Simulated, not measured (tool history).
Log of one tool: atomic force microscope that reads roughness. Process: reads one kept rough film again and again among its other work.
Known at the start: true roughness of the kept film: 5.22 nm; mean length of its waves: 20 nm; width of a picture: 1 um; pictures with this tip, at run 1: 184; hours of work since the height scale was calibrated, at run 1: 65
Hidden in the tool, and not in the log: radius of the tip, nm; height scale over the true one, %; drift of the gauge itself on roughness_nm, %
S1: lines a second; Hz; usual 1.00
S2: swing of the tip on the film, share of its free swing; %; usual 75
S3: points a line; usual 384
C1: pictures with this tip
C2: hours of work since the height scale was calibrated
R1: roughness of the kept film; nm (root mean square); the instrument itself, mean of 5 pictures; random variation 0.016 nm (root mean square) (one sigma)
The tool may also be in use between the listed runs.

| run | hour | S1 | S2 | S3 | C1 | C2 | R1 |
|---|---|---|---|---|---|---|---|
| 1 | 0.0 | 1.00 | 75 | 384 | 184 | 65 | 2.838 |
| 2 | 12.8 | 1.00 | 75 | 384 | 196 | 71 | 2.786 |
| 3 | 31.4 | 1.00 | 75 | 384 | 213 | 79 | 2.741 |
| 4 | 52.8 | 1.00 | 75 | 384 | 233 | 89 | 2.650 |
| 5 | 62.8 | 1.00 | 75 | 384 | 243 | 93 | 2.646 |
| 6 | 81.0 | 1.00 | 75 | 384 | 259 | 102 | 2.574 |
| 7 | 100.0 | 1.00 | 75 | 384 | 277 | 110 | 2.500 |
| 8 | 115.7 | 1.00 | 65 | 877 | 292 | 118 | 2.553 |
| 9 | 133.5 | 2.23 | 77 | 339 | 308 | 126 | 2.271 |
| 10 | 142.9 | 2.37 | 87 | 822 | 317 | 130 | 2.137 |
| 11 | 158.4 | 0.85 | 87 | 898 | 331 | 137 | 2.358 |

The same runs without the tool's hidden state, with the same run-to-run variation:
| run | R1 |
|---|---|
| 1 | 3.911 |
| 2 | 3.901 |
| 3 | 3.926 |
| 4 | 3.893 |
| 5 | 3.944 |
| 6 | 3.908 |
| 7 | 3.871 |
| 8 | 4.029 |
| 9 | 3.651 |
| 10 | 3.466 |
| 11 | 3.882 |

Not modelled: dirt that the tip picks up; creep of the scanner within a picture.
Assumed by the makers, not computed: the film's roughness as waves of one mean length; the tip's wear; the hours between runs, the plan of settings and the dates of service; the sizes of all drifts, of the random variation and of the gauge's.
